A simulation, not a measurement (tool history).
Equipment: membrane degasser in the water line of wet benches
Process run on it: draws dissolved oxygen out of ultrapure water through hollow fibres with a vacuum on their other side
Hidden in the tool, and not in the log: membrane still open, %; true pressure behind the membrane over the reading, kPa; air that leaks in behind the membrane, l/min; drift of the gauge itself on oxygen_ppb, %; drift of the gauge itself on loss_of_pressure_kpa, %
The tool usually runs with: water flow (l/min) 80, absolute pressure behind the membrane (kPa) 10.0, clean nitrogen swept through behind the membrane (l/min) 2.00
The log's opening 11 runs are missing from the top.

| run | day | water flow (l/min) | absolute pressure behind the membrane (kPa) | clean nitrogen swept through behind the membrane (l/min) | hours since the membrane was changed | hours since the vacuum gauge was calibrated | hours since the vacuum lines were made tight | dissolved oxygen in the water behind the degasser (ppb) | pressure that the water loses in the fibres (kPa) |
|---|---|---|---|---|---|---|---|---|---|
| 12 | 90.412 | 80 | 10.0 | 2.00 | 9410 | 2190 | 417 | 749.8 | 69.43 |
| 13 | 96.242 | 80 | 14.7 | 2.00 | 9550 | 2330 | 557 | 1055.9 | 69.50 |
| 14 | 104.542 | 127 | 10.0 | 2.00 | 9749 | 2529 | 756 | 1286.3 | 110.10 |
| 15 | 111.546 | 127 | 10.0 | 2.00 | 9917 | 2697 | 924 | 1287.3 | 109.95 |
| 16 | 116.829 | 127 | 10.0 | 2.00 | 10044 | 2824 | 1051 | 1293.6 | 110.34 |
| 17 | 121.583 | 92 | 8.8 | 2.00 | 10158 | 2938 | 1165 | 793.5 | 79.65 |
| 18 | 131.108 | 55 | 8.8 | 2.15 | 10387 | 3167 | 1394 | 387.7 | 47.61 |
| 19 | 138.892 | 55 | 8.8 | 2.15 | 10574 | 3354 | 1581 | 390.6 | 47.61 |
| 20 | 144.792 | 55 | 8.8 | 2.15 | 10715 | 3495 | 1722 | 385.1 | 47.67 |
| 21 | 150.575 | 55 | 8.8 | 2.15 | 10854 | 3634 | 1861 | 386.1 | 47.91 |
| 22 | 159.054 | 97 | 8.8 | 2.31 | 11058 | 3838 | 2064 | 808.3 | 84.15 |
| 23 | 165.483 | 97 | 8.8 | 2.31 | 11212 | 3992 | 2219 | 807.8 | 84.09 |
| 24 | 173.042 | 118 | 17.7 | 4.63 | 11393 | 4173 | 2400 | 1231.4 | 102.55 |
| 25 | 179.112 | 118 | 17.7 | 4.63 | 11539 | 4319 | 2546 | 1224.6 | 102.32 |
| 26 | 187.317 | 61 | 10.2 | 1.45 | 11736 | 4516 | 2743 | 662.0 | 53.16 |
| 27 | 192.150 | 103 | 10.2 | 1.31 | 11852 | 4632 | 2859 | 1228.1 | 89.51 |
| 28 | 201.546 | 103 | 9.4 | 3.12 | 12077 | 4858 | 3084 | 818.8 | 89.31 |
| 29 | 210.538 | 103 | 8.4 | 1.08 | 12293 | 5073 | 3300 | 1117.9 | 89.37 |
| 30 | 215.425 | 80 | 8.1 | 2.53 | 12410 | 5191 | 3417 | 554.4 | 69.58 |
| 31 | 219.938 | 80 | 8.1 | 2.53 | 12519 | 5299 | 3526 | 554.3 | 69.74 |
| 32 | 224.671 | 125 | 14.7 | 2.18 | 12632 | 5413 | 3639 | 1595.6 | 108.60 |

Below are 3 alternative next runs, each starting from the tool's condition after run 32. Predict each:
| A | 229.771 | 53 | 21.2 | 2.18 | 12755 | 5535 | 3762 | ? | ? |
| B | 229.771 | 125 | 14.7 | 2.47 | 12755 | 5535 | 3762 | ? | ? |
| C | 229.771 | 80 | 16.8 | 0.96 | 12755 | 5535 | 3762 | ? | ? |

| run | dissolved oxygen in the water behind the degasser (ppb) | pressure that the water loses in the fibres (kPa) |
|---|---|---|
| A | 935.7 | 46.09 |
| B | 1511.8 | 108.15 |
| C | 1783.5 | 69.08 |
Stripped of hidden state, with their random variation kept, the same runs would have yielded:
| run | dissolved oxygen in the water behind the degasser (ppb) | pressure that the water loses in the fibres (kPa) |
|---|---|---|
| A | 935.2 | 46.06 |
| B | 1510.4 | 108.06 |
| C | 1782.4 | 69.03 |
